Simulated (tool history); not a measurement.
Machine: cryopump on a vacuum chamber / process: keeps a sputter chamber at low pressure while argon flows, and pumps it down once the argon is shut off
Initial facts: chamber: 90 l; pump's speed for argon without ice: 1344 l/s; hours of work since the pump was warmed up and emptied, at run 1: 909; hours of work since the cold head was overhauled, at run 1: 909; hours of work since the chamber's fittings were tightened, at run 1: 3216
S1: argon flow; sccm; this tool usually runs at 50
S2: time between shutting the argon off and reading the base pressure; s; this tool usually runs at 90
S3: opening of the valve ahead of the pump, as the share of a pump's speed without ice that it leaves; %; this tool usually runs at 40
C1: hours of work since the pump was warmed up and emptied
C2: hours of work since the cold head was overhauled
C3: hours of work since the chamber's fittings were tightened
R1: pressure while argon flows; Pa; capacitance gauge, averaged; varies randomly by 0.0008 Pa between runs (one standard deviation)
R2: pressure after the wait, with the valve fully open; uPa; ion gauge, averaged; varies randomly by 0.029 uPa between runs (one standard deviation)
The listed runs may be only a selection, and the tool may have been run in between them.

Run 1, hour 0.0: usual settings; C1 909; C2 909; C3 3216. Result: R1 0.1764 Pa, R2 4.37 uPa.
Run 2, hour 32.1: usual settings; C1 926; C2 926; C3 3234. Result: R1 0.1772 Pa, R2 4.31 uPa.
Run 3, hour 72.8: usual settings; C1 949; C2 949; C3 3256. Result: R1 0.1780 Pa, R2 4.50 uPa.
Run 4, hour 90.8: usual settings; C1 958; C2 958; C3 3266. Result: R1 0.1779 Pa, R2 4.47 uPa.
At hour 132.8: pump warmed up, emptied and cooled again.
Run 5, hour 135.7: usual settings; C1 2; C2 980; C3 3288. Result: R1 0.1587 Pa, R2 3.70 uPa.
Run 6, hour 172.1: usual settings; C1 22; C2 1000; C3 3308. Result: R1 0.1590 Pa, R2 3.75 uPa.
Run 7, hour 189.4: usual settings; C1 31; C2 1010; C3 3317. Result: R1 0.1592 Pa, R2 3.76 uPa.
Run 8, hour 224.3: usual settings but S3 15 %; C1 50; C2 1029; C3 3336. Result: R1 0.4213 Pa, R2 3.80 uPa.
Run 9, hour 249.7: usual settings but S3 15 %; C1 64; C2 1043; C3 3350. Result: R1 0.4205 Pa, R2 3.83 uPa.
Run 10, hour 281.8: usual settings but S3 15 %; C1 82; C2 1060; C3 3368. Result: R1 0.4201 Pa, R2 3.82 uPa.
Run 11, hour 315.0: usual settings but S3 41 %; C1 100; C2 1079; C3 3386. Result: R1 0.1546 Pa, R2 3.78 uPa.
Run 12, hour 337.7: usual settings but S3 42 %; C1 112; C2 1091; C3 3398. Result: R1 0.1510 Pa, R2 3.87 uPa.
Run 13, hour 366.5: usual settings but S3 42 %; C1 128; C2 1107; C3 3414. Result: R1 0.1525 Pa, R2 3.90 uPa.
Run 14, hour 394.1: usual settings; C1 143; C2 1122; C3 3429. Result: R1 0.1597 Pa, R2 3.90 uPa.
Run 15, hour 433.8: usual settings but S3 35 %; C1 165; C2 1144; C3 3451. Result: R1 0.1819 Pa, R2 4.03 uPa.
Run 16, hour 466.3: usual settings; C1 183; C2 1161; C3 3469. Result: R1 0.1614 Pa, R2 4.08 uPa.
Run 17, hour 501.5: usual settings; C1 202; C2 1181; C3 3488. Result: R1 0.1610 Pa, R2 3.90 uPa.
Run 18, hour 532.2: usual settings but S1 27 sccm, S2 26 s, S3 53 %; C1 219; C2 1197; C3 3505. Result: R1 0.0669 Pa, R2 6.80 uPa.
Run 19, hour 562.6: usual settings but S1 27 sccm, S2 26 s; C1 235; C2 1214; C3 3522. Result: R1 0.0875 Pa, R2 6.82 uPa.
Run 20, hour 592.6: usual settings but S1 27 sccm, S2 26 s; C1 252; C2 1231; C3 3538. Result: R1 0.0885 Pa, R2 6.84 uPa.
Run 21, hour 610.7: usual settings but S1 37 sccm, S2 61 s, S3 57 %; C1 262; C2 1240; C3 3548. Result: R1 0.0849 Pa, R2 4.69 uPa.
Run 22, hour 634.7: usual settings but S1 57 sccm, S2 93 s, S3 17 %; C1 275; C2 1254; C3 3561. Result: R1 0.4277 Pa, R2 4.13 uPa.
Run 23, hour 655.2: usual settings but S1 69 sccm, S2 21 s, S3 30 %; C1 286; C2 1265; C3 3572. Result: R1 0.3002 Pa, R2 8.05 uPa.
Run 24, hour 677.5: usual settings but S1 69 sccm, S2 21 s, S3 30 %; C1 298; C2 1277; C3 3585. Result: R1 0.2981 Pa, R2 8.00 uPa.
Run 25, hour 713.2: usual settings but S1 69 sccm, S2 21 s, S3 30 %; C1 318; C2 1297; C3 3604. Result: R1 0.2985 Pa, R2 7.90 uPa.
Run 26, hour 748.3: usual settings but S1 46 sccm, S2 95 s, S3 41 %; C1 337; C2 1316; C3 3623. Result: R1 0.1479 Pa, R2 4.13 uPa.
Run 27, hour 768.2: usual settings but S1 60 sccm, S2 95 s, S3 29 %; C1 348; C2 1327; C3 3634. Result: R1 0.2676 Pa, R2 4.19 uPa.
Run 28, hour 799.7: usual settings but S1 60 sccm, S2 95 s, S3 29 %; C1 365; C2 1344; C3 3651. Result: R1 0.2706 Pa, R2 4.11 uPa.
Run 29, hour 834.5: usual settings but S1 25 sccm, S2 21 s, S3 38 %; C1 384; C2 1363; C3 3670. Result: R1 0.0863 Pa, R2 8.01 uPa.
Run 30, hour 861.6: usual settings but S1 76 sccm, S2 86 s, S3 28 %; C1 399; C2 1378; C3 3685. Result: R1 0.3559 Pa, R2 4.31 uPa.
At hour 872.3: leaking fittings of the chamber tightened, without venting.
Run 31, hour 896.0: usual settings but S1 76 sccm, S2 86 s, S3 20 %; C1 417; C2 1396; C3 13. Result: R1 0.4918 Pa, R2 1.49 uPa.
Run 32, hour 919.6: usual settings but S1 45 sccm, S2 274 s, S3 42 %; C1 430; C2 1409; C3 26. Result: R1 0.1438 Pa, R2 0.67 uPa.
Run 33, hour 951.7: usual settings but S1 45 sccm, S2 274 s, S3 42 %; C1 447; C2 1426; C3 43. Result: R1 0.1421 Pa, R2 0.67 uPa.
Run 34, hour 977.5: usual settings but S1 45 sccm, S2 274 s, S3 42 %; C1 461; C2 1440; C3 58. Result: R1 0.1445 Pa, R2 0.67 uPa.

Across each entry between runs, compare the hidden state at the last listed run before it with the hidden state at the first listed run after it:
From run 4 to run 5: pump warmed up, emptied and cooled again (hour 132.8)
  pump's speed, % of a pump's without ice: 76 -> 99.2; cold plate's temperature, K: 12.29 -> 12.3; leak into the chamber, uPa l/s: 3378 -> 3399
  what was measured, less what the result would be without the hidden state, R1: +0.0203 -> +0.0009 Pa; R2: +3.09 -> +2.34 uPa
From run 30 to run 31: leaking fittings of the chamber tightened, without venting (hour 872.3)
  pump's speed, % of a pump's without ice: 89.4 -> 88.9; cold plate's temperature, K: 12.39 -> 12.4; leak into the chamber, uPa l/s: 3764 -> 318
  what was measured, less what the result would be without the hidden state, R1: +0.0123 -> +0.0128 Pa; R2: +2.89 -> +0.05 uPa

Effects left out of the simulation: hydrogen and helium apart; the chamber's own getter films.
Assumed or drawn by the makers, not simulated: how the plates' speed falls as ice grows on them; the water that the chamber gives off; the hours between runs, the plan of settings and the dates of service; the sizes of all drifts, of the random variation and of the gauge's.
